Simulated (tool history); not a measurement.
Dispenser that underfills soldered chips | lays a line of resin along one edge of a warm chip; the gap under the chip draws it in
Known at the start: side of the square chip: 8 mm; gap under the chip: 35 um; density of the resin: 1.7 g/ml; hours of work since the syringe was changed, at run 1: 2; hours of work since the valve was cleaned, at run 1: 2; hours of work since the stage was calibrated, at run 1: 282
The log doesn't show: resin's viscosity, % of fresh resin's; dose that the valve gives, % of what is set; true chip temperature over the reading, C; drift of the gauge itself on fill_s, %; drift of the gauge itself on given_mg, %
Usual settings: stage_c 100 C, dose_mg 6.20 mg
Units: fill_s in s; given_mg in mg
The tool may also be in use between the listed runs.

run   hour  stage_c  dose_mg  hours of work since the syringe was changed  hours of work since the valve was cleaned  hours of work since the stage was calibrated  fill_s  given_mg
  1    0.0      100     6.20                                            2                                          2                                           282    90.4      6.15
       6.9  -- new syringe of resin
  2    9.7      100     6.20                                            2                                          8                                           288    90.5      6.19
      17.0  -- new syringe of resin
  3   20.2      100     6.20                                            2                                         15                                           295    93.1      6.15
  4   25.4      100     5.44                                            6                                         18                                           298   116.1      5.33
      27.4  -- new syringe of resin
  5   35.0      112     5.44                                            5                                         24                                           304    77.0      5.29
      37.2  -- new syringe of resin
  6   40.6      110     6.20                                            2                                         28                                           308    67.2      6.07
  7   45.2      110     7.32                                            5                                         31                                           311    81.7      7.07
      47.2  -- new syringe of resin
  8   54.5      110     7.32                                            5                                         37                                           317    79.0      7.07
      57.1  -- new syringe of resin
  9   60.4      108     6.20                                            2                                         40                                           320    71.1      5.96
 10   66.0      100     6.20                                            6                                         44                                           324   111.5      5.94
      66.9  -- new syringe of resin
 11   71.9      100     6.20                                            3                                         48                                           328    98.6      5.90
      76.6  -- new syringe of resin
 12   81.6      111     6.20                                            3                                         54                                           334    69.5      5.87
      86.9  -- new syringe of resin
 13   90.7      111     6.20                                            3                                         60                                           340    66.1      5.85
      97.0  -- new syringe of resin
 14  101.3      100     6.20                                            3                                         67                                           346    95.6      5.79
     106.9  -- new syringe of resin
 15  108.7      100     6.20                                            1                                         71                                           351    85.5      5.78
     116.9  -- new syringe of resin
 16  118.4      100     6.20                                            1                                         77                                           357    84.4      5.74
 17  123.0      100     6.20                                            4                                         80                                           360   100.4      5.70
     126.6  -- new syringe of resin
 18  127.9      100     5.52                                            1                                         83                                           363    86.6      5.10
     136.4  -- new syringe of resin
 19  136.4      100     5.74                                            0                                         89                                           369    79.5      5.27
     143.0  -- dispensing valve cleaned and set on the balance
 20  145.5      100     5.74                                            5                                          2                                           374   108.9      5.75
     147.7  -- new syringe of resin
 21  153.4      100     5.74                                            4                                          7                                           379   101.3      5.73
     157.8  -- new syringe of resin
 22  162.5      100     5.74                                            3                                         12                                           385    94.6      5.70
     167.6  -- new syringe of resin
 23  171.0      111     7.15                                            2                                         18                                           390    64.9      6.99
     177.5  -- new syringe of resin
 24  180.7      109     7.43                                            2                                         24                                           396    66.7      7.27
     187.6  -- new syringe of resin
 25  191.8      101     6.70                                            3                                         31                                           403    89.8      6.46
     197.5  -- new syringe of resin
 26  200.2      101     6.70                                            2                                         36                                           409    84.1      6.47
     208.0  -- new syringe of resin
 27  208.0      103     5.97                                            0                                         41                                           414    70.6      5.68
 28  214.9      103     6.88                                            5                                         46                                           418    92.6      6.58
     217.9  -- new syringe of resin
 29  225.0       94     6.72                                            5                                         52                                           425   127.2      6.38
     227.8  -- new syringe of resin
 30  231.5       95     5.39                                            2                                         56                                           429   107.7      5.08
     237.9  -- new syringe of resin
 31  239.3       95     5.39                                            1                                         61                                           434    95.8      5.10
 32  245.4       87     7.48                                            5                                         65                                           438   155.6      7.01
     248.3  -- new syringe of resin
 33  250.3      105     7.24                                            1                                         68                                           441    71.0      6.74
     258.0  -- new syringe of resin
 34  258.0      105     7.24                                            0                                         73                                           446    66.0      6.70
     267.7  -- new syringe of resin
 35  267.7      105     7.24                                            0                                         79                                           452    65.6      6.69

Forecast each of these 3 alternatives for the next run:
     277.4  -- new syringe of resin
  A  277.4       91     6.20                                            0                                         85                                           458       ?         ?
     277.4  -- new syringe of resin
  B  277.4      100     6.07                                            0                                         85                                           458       ?         ?
     277.4  -- new syringe of resin
  C  277.4      115     7.27                                            0                                         85                                           458       ?         ?

run  fill_s  given_mg
  A   101.8      5.65
  B    76.7      5.53
  C    48.3      6.66
Without the tool's hidden state the same runs would have given:
run  fill_s  given_mg
  A   110.1      6.18
  B    82.6      6.05
  C    52.2      7.27
